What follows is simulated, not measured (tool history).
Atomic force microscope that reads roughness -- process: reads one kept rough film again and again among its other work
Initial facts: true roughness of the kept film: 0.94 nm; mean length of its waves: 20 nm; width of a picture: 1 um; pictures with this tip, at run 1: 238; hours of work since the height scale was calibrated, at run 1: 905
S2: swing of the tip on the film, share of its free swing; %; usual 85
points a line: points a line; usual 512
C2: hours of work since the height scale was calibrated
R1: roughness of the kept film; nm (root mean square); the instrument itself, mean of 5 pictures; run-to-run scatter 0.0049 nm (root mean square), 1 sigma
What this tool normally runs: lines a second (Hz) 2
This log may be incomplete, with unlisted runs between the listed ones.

Run 1, day 0: usual settings; pictures with this tip 238; C2 905. Result: R1 0.648 nm (root mean square).
Run 2, day 1.738: usual settings; pictures with this tip 300; C2 923. Result: R1 0.643 nm (root mean square).
Run 3, day 2.696: usual settings but lines a second (Hz) 1.44; pictures with this tip 334; C2 934. Result: R1 0.671 nm (root mean square).
At day 3.642: new tip fitted.
Run 4, day 4.446: usual settings but lines a second (Hz) 1.44, points a line 946; pictures with this tip 29; C2 952. Result: R1 0.752 nm (root mean square).
Run 5, day 6.175: usual settings but lines a second (Hz) 1.44, points a line 946; pictures with this tip 90; C2 971. Result: R1 0.734 nm (root mean square).
Run 6, day 7.65: usual settings but lines a second (Hz) 1.44, points a line 946; pictures with this tip 143; C2 986. Result: R1 0.735 nm (root mean square).
Run 7, day 9.467: usual settings but lines a second (Hz) 1.44, points a line 946; pictures with this tip 208; C2 1006. Result: R1 0.709 nm (root mean square).
Run 8, day 10.871: usual settings but lines a second (Hz) 1.44, points a line 946; pictures with this tip 258; C2 1021. Result: R1 0.711 nm (root mean square).
Run 9, day 13.025: usual settings; pictures with this tip 335; C2 1044. Result: R1 0.647 nm (root mean square).
At day 14.017: new tip fitted.
Run 10, day 14.738: usual settings but points a line 359; pictures with this tip 25; C2 1062. Result: R1 0.701 nm (root mean square).
Run 11, day 16.104: usual settings; pictures with this tip 74; C2 1076. Result: R1 0.695 nm (root mean square).
Run 12, day 17.796: usual settings but points a line 297; pictures with this tip 135; C2 1094. Result: R1 0.679 nm (root mean square).
Run 13, day 19.333: usual settings but points a line 293; pictures with this tip 190; C2 1111. Result: R1 0.656 nm (root mean square).
Run 14, day 20.975: usual settings but points a line 293; pictures with this tip 248; C2 1128. Result: R1 0.638 nm (root mean square).
Run 15, day 22.858: usual settings but points a line 293; pictures with this tip 315; C2 1148. Result: R1 0.634 nm (root mean square).
Run 16, day 23.788: usual settings but points a line 288; pictures with this tip 349; C2 1158. Result: R1 0.622 nm (root mean square).
At day 24.329: new tip fitted.
Run 17, day 25.438: usual settings; pictures with this tip 40; C2 1176. Result: R1 0.714 nm (root mean square).
Run 18, day 27.579: usual settings; pictures with this tip 116; C2 1199. Result: R1 0.69 nm (root mean square).
Run 19, day 29.104: usual settings; pictures with this tip 171; C2 1215. Result: R1 0.685 nm (root mean square).
Run 20, day 30.738: usual settings but lines a second (Hz) 0.69; pictures with this tip 229; C2 1232. Result: R1 0.775 nm (root mean square).
Run 21, day 32.492: usual settings but lines a second (Hz) 0.54; pictures with this tip 292; C2 1251. Result: R1 0.78 nm (root mean square).
Run 22, day 33.908: usual settings; pictures with this tip 342; C2 1266. Result: R1 0.644 nm (root mean square).
At day 34.704: new tip fitted.
Run 23, day 35.6: usual settings but lines a second (Hz) 2.25; pictures with this tip 32; C2 1284. Result: R1 0.692 nm (root mean square).
Run 24, day 36.992: usual settings but lines a second (Hz) 2.25; pictures with this tip 82; C2 1299. Result: R1 0.678 nm (root mean square).
Run 25, day 38.054: usual settings but points a line 759; pictures with this tip 119; C2 1310. Result: R1 0.697 nm (root mean square).
Run 26, day 39.183: usual settings but points a line 932; pictures with this tip 160; C2 1322. Result: R1 0.675 nm (root mean square).
Run 27, day 41.158: usual settings but points a line 525; pictures with this tip 230; C2 1343. Result: R1 0.663 nm (root mean square).
Run 28, day 43.033: usual settings but points a line 525; pictures with this tip 297; C2 1363. Result: R1 0.661 nm (root mean square).
At day 45.175: new tip fitted.
Run 29, day 45.196: usual settings but lines a second (Hz) 1.03, points a line 548; pictures with this tip 1; C2 1386. Result: R1 0.806 nm (root mean square).
Run 30, day 46.188: usual settings but lines a second (Hz) 0.85, points a line 388; pictures with this tip 36; C2 1397. Result: R1 0.799 nm (root mean square).
Run 31, day 48.046: usual settings but S2 82 %, points a line 339; pictures with this tip 102; C2 1417. Result: R1 0.705 nm (root mean square).
At day 48.217: height scale calibrated on a step standard.
Run 32, day 49.946: usual settings but lines a second (Hz) 0.89, S2 78 %, points a line 415; pictures with this tip 169; C2 18. Result: R1 0.793 nm (root mean square).
Run 33, day 51.838: usual settings but lines a second (Hz) 2.65, S2 70 %; pictures with this tip 236; C2 39. Result: R1 0.737 nm (root mean square).
Run 34, day 52.767: usual settings but lines a second (Hz) 3.73, points a line 744; pictures with this tip 270; C2 49. Result: R1 0.574 nm (root mean square).
Run 35, day 54.067: usual settings but lines a second (Hz) 3.73, points a line 744; pictures with this tip 316; C2 62. Result: R1 0.566 nm (root mean square).
At day 54.321: height scale calibrated on a step standard, once more.
At day 55.554: new tip fitted.
Run 36, day 55.575: usual settings but lines a second (Hz) 2.67, S2 80 %, points a line 741; pictures with this tip 1; C2 13. Result: R1 0.703 nm (root mean square).
Run 37, day 56.646: usual settings but lines a second (Hz) 2.72, S2 84 %, points a line 526; pictures with this tip 39; C2 25. Result: R1 0.653 nm (root mean square).
Run 38, day 57.554: usual settings but lines a second (Hz) 4, S2 81 %, points a line 662; pictures with this tip 71; C2 34. Result: R1 0.605 nm (root mean square).
Run 39, day 58.804: usual settings but lines a second (Hz) 4, S2 81 %, points a line 662; pictures with this tip 116; C2 48. Result: R1 0.609 nm (root mean square).
Run 40, day 61.004: usual settings but S2 74 %, points a line 257; pictures with this tip 195; C2 71. Result: R1 0.712 nm (root mean square).
Run 41, day 61.954: usual settings but lines a second (Hz) 1.9; pictures with this tip 228; C2 81. Result: R1 0.666 nm (root mean square).
Run 42, day 62.908: usual settings but S2 67 %, points a line 901; pictures with this tip 262; C2 91. Result: R1 0.75 nm (root mean square).
Run 43, day 64.8: usual settings but lines a second (Hz) 2.22, S2 82 %, points a line 901; pictures with this tip 330; C2 112. Result: R1 0.65 nm (root mean square).
At day 65.988: new tip fitted.
Run 44, day 66.9: usual settings but lines a second (Hz) 3.93, S2 70 %, points a line 911; pictures with this tip 32; C2 134. Result: R1 0.721 nm (root mean square).
Run 45, day 68.65: usual settings but lines a second (Hz) 3.93, S2 70 %, points a line 709; pictures with this tip 95; C2 152. Result: R1 0.711 nm (root mean square).
Run 46, day 69.804: usual settings but lines a second (Hz) 3.93, S2 70 %, points a line 709; pictures with this tip 136; C2 165. Result: R1 0.693 nm (root mean square).
Run 47, day 71.546: usual settings but lines a second (Hz) 3.93, S2 70 %, points a line 709; pictures with this tip 198; C2 183. Result: R1 0.685 nm (root mean square).
Run 48, day 73.392: usual settings but lines a second (Hz) 3.93, S2 70 %, points a line 709; pictures with this tip 264; C2 203. Result: R1 0.671 nm (root mean square).
Run 49, day 74.838: usual settings but lines a second (Hz) 3.14, S2 87 %, points a line 436; pictures with this tip 316; C2 219. Result: R1 0.553 nm (root mean square).
At day 76.296: new tip fitted.
Run 50, day 76.608: usual settings but lines a second (Hz) 0.92, S2 56 %, points a line 292; pictures with this tip 11; C2 237. Result: R1 0.847 nm (root mean square).
Run 51, day 78.092: usual settings but lines a second (Hz) 3.75, S2 74 %, points a line 551; pictures with this tip 64; C2 253. Result: R1 0.684 nm (root mean square).

Each row is a separate what-if for the run after 51, all from the same tool condition, not one after another. Results?
Run A, day 79.421: usual settings but S2 82 %; pictures with this tip 112; C2 267. Result: R1 ?.
Run B, day 79.421: usual settings but lines a second (Hz) 1.48, points a line 436; pictures with this tip 112; C2 267. Result: R1 ?.
Run C, day 79.421: usual settings but lines a second (Hz) 0.96, S2 74 %, points a line 789; pictures with this tip 112; C2 267. Result: R1 ?.
Run D, day 79.421: usual settings but lines a second (Hz) 1.46; pictures with this tip 112; C2 267. Result: R1 ?.
Run E, day 79.421: usual settings but lines a second (Hz) 3.75, S2 62 %, points a line 564; pictures with this tip 112; C2 267. Result: R1 ?.

run     R1
  A  0.708
  B   0.72
  C  0.814
  D  0.722
  E  0.768
Without the tool's hidden state the same runs would have given:
run     R1
  A  0.732
  B  0.745
  C  0.843
  D  0.747
  E  0.795
